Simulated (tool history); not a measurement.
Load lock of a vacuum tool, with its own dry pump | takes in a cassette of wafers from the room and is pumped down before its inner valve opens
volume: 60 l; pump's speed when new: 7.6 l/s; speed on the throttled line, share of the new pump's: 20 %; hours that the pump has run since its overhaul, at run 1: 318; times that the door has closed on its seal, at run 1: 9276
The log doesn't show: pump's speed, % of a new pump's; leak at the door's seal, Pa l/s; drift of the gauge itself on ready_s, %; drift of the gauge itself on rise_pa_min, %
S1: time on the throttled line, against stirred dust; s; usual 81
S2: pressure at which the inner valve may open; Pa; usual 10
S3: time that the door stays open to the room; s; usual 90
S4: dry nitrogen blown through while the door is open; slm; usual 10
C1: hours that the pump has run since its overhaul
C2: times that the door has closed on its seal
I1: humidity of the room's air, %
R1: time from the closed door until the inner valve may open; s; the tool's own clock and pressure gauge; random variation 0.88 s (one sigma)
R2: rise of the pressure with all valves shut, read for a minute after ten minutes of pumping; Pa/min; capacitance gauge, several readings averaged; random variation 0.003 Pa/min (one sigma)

{"run": 1, "hour": 0.0, "S1": 81, "S2": 10, "S3": 90, "S4": 10, "C1": 318, "C2": 9276, "I1": 46.7, "R1": 139, "R2": 0.089}
{"run": 2, "hour": 70.8, "S1": 81, "S2": 10, "S3": 90, "S4": 10, "C1": 388, "C2": 9467, "I1": 45.7, "R1": 139.6, "R2": 0.093}
{"run": 3, "hour": 187.9, "S1": 81, "S2": 10, "S3": 90, "S4": 10, "C1": 505, "C2": 9784, "I1": 42.9, "R1": 138.7, "R2": 0.085}
{"run": 4, "hour": 311.0, "S1": 81, "S2": 10, "S3": 90, "S4": 10, "C1": 629, "C2": 10117, "I1": 48.3, "R1": 138.1, "R2": 0.093}
{"run": 5, "hour": 431.3, "S1": 81, "S2": 10, "S3": 90, "S4": 10, "C1": 749, "C2": 10443, "I1": 45.5, "R1": 138.8, "R2": 0.093}
{"run": 6, "hour": 554.7, "S1": 81, "S2": 15, "S3": 90, "S4": 10, "C1": 872, "C2": 10777, "I1": 44.7, "R1": 136.6, "R2": 0.088}
{"run": 7, "hour": 681.6, "S1": 81, "S2": 10, "S3": 90, "S4": 10, "C1": 999, "C2": 11121, "I1": 46.3, "R1": 137.7, "R2": 0.101}
{"run": 8, "hour": 793.2, "S1": 81, "S2": 10, "S3": 90, "S4": 10, "C1": 1111, "C2": 11423, "I1": 44.6, "R1": 140.2, "R2": 0.094}
{"run": 9, "hour": 921.3, "S1": 81, "S2": 10, "S3": 90, "S4": 7, "C1": 1239, "C2": 11769, "I1": 46.1, "R1": 137.8, "R2": 0.109}
{"run": 10, "hour": 1043.6, "S1": 81, "S2": 10, "S3": 63, "S4": 10, "C1": 1361, "C2": 12100, "I1": 46.5, "R1": 138.7, "R2": 0.096}
{"run": 11, "hour": 1117.4, "S1": 81, "S2": 10, "S3": 63, "S4": 10, "C1": 1435, "C2": 12300, "I1": 44.5, "R1": 139.4, "R2": 0.094}
{"run": 12, "hour": 1201.5, "S1": 81, "S2": 10, "S3": 63, "S4": 10, "C1": 1519, "C2": 12528, "I1": 46.6, "R1": 138.8, "R2": 0.098}
{"run": 13, "hour": 1326.6, "S1": 81, "S2": 10, "S3": 90, "S4": 32, "C1": 1644, "C2": 12866, "I1": 44, "R1": 139.4, "R2": 0.091}
{"run": 14, "hour": 1466.9, "S1": 129, "S2": 10, "S3": 188, "S4": 10, "C1": 1784, "C2": 13246, "I1": 43.5, "R1": 176.8, "R2": 0.131}
{"run": 15, "hour": 1583.7, "S1": 102, "S2": 8, "S3": 90, "S4": 29, "C1": 1901, "C2": 13562, "I1": 42.9, "R1": 156.8, "R2": 0.096}
{"run": 16, "hour": 1694.8, "S1": 102, "S2": 8, "S3": 177, "S4": 34, "C1": 2012, "C2": 13863, "I1": 45.2, "R1": 157, "R2": 0.115}
{"run": 17, "hour": 1808.9, "S1": 81, "S2": 10, "S3": 90, "S4": 20, "C1": 2126, "C2": 14172, "I1": 44.5, "R1": 139.9, "R2": 0.106}
{"run": 18, "hour": 1878.9, "S1": 81, "S2": 10, "S3": 90, "S4": 20, "C1": 2196, "C2": 14361, "I1": 41.7, "R1": 137.9, "R2": 0.109}
{"run": 19, "hour": 1986.5, "S1": 61, "S2": 16, "S3": 46, "S4": 20, "C1": 2304, "C2": 14652, "I1": 43, "R1": 120.3, "R2": 0.096}
{"run": 20, "hour": 2102.1, "S1": 61, "S2": 16, "S3": 126, "S4": 38, "C1": 2420, "C2": 14965, "I1": 43.5, "R1": 119.4, "R2": 0.104}
{"run": 21, "hour": 2182.8, "S1": 61, "S2": 16, "S3": 131, "S4": 38, "C1": 2500, "C2": 15184, "I1": 43.5, "R1": 119.3, "R2": 0.111}
{"run": 22, "hour": 2249.5, "S1": 81, "S2": 13, "S3": 33, "S4": 10, "C1": 2567, "C2": 15364, "I1": 41.4, "R1": 138.4, "R2": 0.108}
{"run": 23, "hour": 2380.1, "S1": 81, "S2": 13, "S3": 33, "S4": 10, "C1": 2698, "C2": 15718, "I1": 46.6, "R1": 137.2, "R2": 0.109}
{"run": 24, "hour": 2472.5, "S1": 96, "S2": 8, "S3": 63, "S4": 7, "C1": 2790, "C2": 15968, "I1": 44.8, "R1": 153.8, "R2": 0.125}
{"run": 25, "hour": 2590.3, "S1": 96, "S2": 8, "S3": 63, "S4": 7, "C1": 2908, "C2": 16287, "I1": 45.8, "R1": 153.9, "R2": 0.129}
{"run": 26, "hour": 2662.3, "S1": 70, "S2": 19, "S3": 90, "S4": 8, "C1": 2980, "C2": 16481, "I1": 45.1, "R1": 125.8, "R2": 0.136}

Forecast each of these 4 alternatives for the next run:
{"run": "A", "hour": 2761.3, "S1": 70, "S2": 19, "S3": 79, "S4": 8, "C1": 3079, "C2": 16749, "I1": 43.3, "R1": "?", "R2": "?"}
{"run": "B", "hour": 2761.3, "S1": 81, "S2": 10, "S3": 33, "S4": 11, "C1": 3079, "C2": 16749, "I1": 42.9, "R1": "?", "R2": "?"}
{"run": "C", "hour": 2761.3, "S1": 70, "S2": 19, "S3": 90, "S4": 5, "C1": 3079, "C2": 16749, "I1": 46.3, "R1": "?", "R2": "?"}
{"run": "D", "hour": 2761.3, "S1": 81, "S2": 19, "S3": 104, "S4": 17, "C1": 3079, "C2": 16749, "I1": 48.7, "R1": "?", "R2": "?"}

run=A R1=124.9 R2=0.127
run=B R1=140.7 R2=0.123
run=C R1=126.7 R2=0.149
run=D R1=132.2 R2=0.139
Without the tool's hidden state the same runs would have given:
run=A R1=122.8 R2=0.033
run=B R1=138.5 R2=0.028
run=C R1=124.6 R2=0.053
run=D R1=130.1 R2=0.041
